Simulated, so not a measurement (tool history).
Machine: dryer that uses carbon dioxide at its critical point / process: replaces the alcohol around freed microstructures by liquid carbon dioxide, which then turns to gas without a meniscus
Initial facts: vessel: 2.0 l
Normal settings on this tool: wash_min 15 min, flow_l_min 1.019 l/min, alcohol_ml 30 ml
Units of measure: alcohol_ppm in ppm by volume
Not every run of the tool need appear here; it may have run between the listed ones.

run	hour	wash_min	flow_l_min	alcohol_ml	alcohol_ppm
1	0	15	1.019	30	57
2	4.2	15	1.019	30	46
3	11.8	15	1.019	30	55
4	17.3	14	1.019	30	58
5	23.2	14	1.019	30	77
6	28	14	1.019	30	74
7	35.6	15	1.019	44	70
8	45.2	15	1.019	30	57
9	50.7	15	1.019	32	57
10	55.1	15	1.019	32	56
11	64.6	12	0.96	30	181
12	71.7	12	0.96	30	181
13	81.4	12	1.17	81	182
14	89.5	15	1.28	50	36
15	99.8	19	1.28	48	28

Run 16 comes next. What will it give?
16	105.3	19	1.28	48	?

alcohol_ppm: 29 ppm by volume
Had the tool carried no hidden state, the very same run would have given alcohol_ppm 6 ppm by volume.
